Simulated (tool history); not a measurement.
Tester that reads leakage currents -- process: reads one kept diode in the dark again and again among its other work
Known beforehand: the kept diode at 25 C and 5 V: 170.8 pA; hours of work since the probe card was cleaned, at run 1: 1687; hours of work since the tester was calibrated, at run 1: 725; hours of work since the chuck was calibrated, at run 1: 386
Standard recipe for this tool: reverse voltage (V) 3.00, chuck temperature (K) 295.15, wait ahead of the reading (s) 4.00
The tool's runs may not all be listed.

run    hour  reverse voltage (V)  chuck temperature (K)  wait ahead of the reading (s)  hours of work since the probe card was cleaned  hours of work since the tester was calibrated  hours of work since the chuck was calibrated  current that the tester gives (pA)
  1     0.0                 3.00                 295.15                           4.00                                            1687                                            725                                           386                              109.16
  2    65.1                 3.00                 295.15                           4.00                                            1728                                            766                                           427                              108.07
  3   159.4                 6.92                 295.15                           4.00                                            1788                                            826                                           487                              147.03
  4   243.5                 6.92                 295.15                           4.00                                            1841                                            879                                           540                              144.99
  5   310.7                 6.92                 295.15                           4.00                                            1883                                            921                                           582                              144.07
      322.9  -- chuck's temperature calibrated
  6   396.9                 6.92                 295.15                           4.00                                            1936                                            974                                            47                              155.40
  7   485.2                 6.85                 295.15                           4.00                                            1992                                           1030                                           102                              153.13
  8   543.8                 2.61                 295.15                           4.00                                            2029                                           1067                                           139                              106.74
  9   638.5                 3.00                 295.15                           4.00                                            2088                                           1127                                           199                              112.25
 10   740.9                 3.00                 295.15                           4.00                                            2153                                           1191                                           264                              111.32
 11   789.9                 3.00                 295.15                           4.00                                            2184                                           1222                                           295                              110.70
 12   879.6                 3.00                 295.15                           4.00                                            2240                                           1279                                           351                              109.43
 13   952.3                 3.00                 295.15                           4.00                                            2286                                           1325                                           397                              108.56
 14  1024.8                 3.00                 295.15                           4.00                                            2332                                           1370                                           443                              107.78
 15  1126.8                 3.00                 315.15                           4.00                                            2396                                           1435                                           507                              526.95
 16  1202.2                 2.83                 315.15                           4.00                                            2444                                           1482                                           554                              510.67
     1252.8  -- chuck's temperature calibrated
 17  1285.6                 7.19                 297.15                           0.63                                            2495                                           1534                                            21                              192.29
     1297.2  -- tester calibrated
 18  1394.7                 7.19                 297.15                           0.63                                            2563                                             61                                            88                              189.78
 19  1484.8                12.22                 295.15                           4.00                                            2620                                            118                                           145                              195.67
 20  1567.1                 6.71                 327.15                           1.19                                            2672                                            170                                           197                             1721.03
 21  1643.2                 1.52                 295.15                           0.95                                            2719                                            218                                           245                               87.74
 22  1748.5                 2.04                 313.15                           5.98                                            2786                                            285                                           311                              405.69
 23  1805.9                 1.76                 313.15                           1.43                                            2822                                            321                                           348                              383.90
     1826.5  -- tester calibrated, once more
 24  1880.7                 1.76                 313.15                           1.43                                            2868                                             34                                           393                              384.93

Forecast each of these 5 alternatives for the next run:
  A  1991.2                 3.00                 321.15                           0.40                                            2938                                            104                                           463                                   ?
  B  1991.2                 4.27                 301.15                           1.43                                            2938                                            104                                           463                                   ?
  C  1991.2                 8.43                 295.15                           7.84                                            2938                                            104                                           463                                   ?
  D  1991.2                10.64                 321.15                           0.45                                            2938                                            104                                           463                                   ?
  E  1991.2                 1.76                 329.15                           1.43                                            2938                                            104                                           463                                   ?

run  current that the tester gives (pA)
  A                              832.73
  B                              203.92
  C                              162.91
  D                             1300.24
  E                             1232.16
What these runs would have given with no unlogged condition in the tool:
run  current that the tester gives (pA)
  A                              878.25
  B                              209.79
  C                              158.14
  D                             1359.22
  E                             1301.19
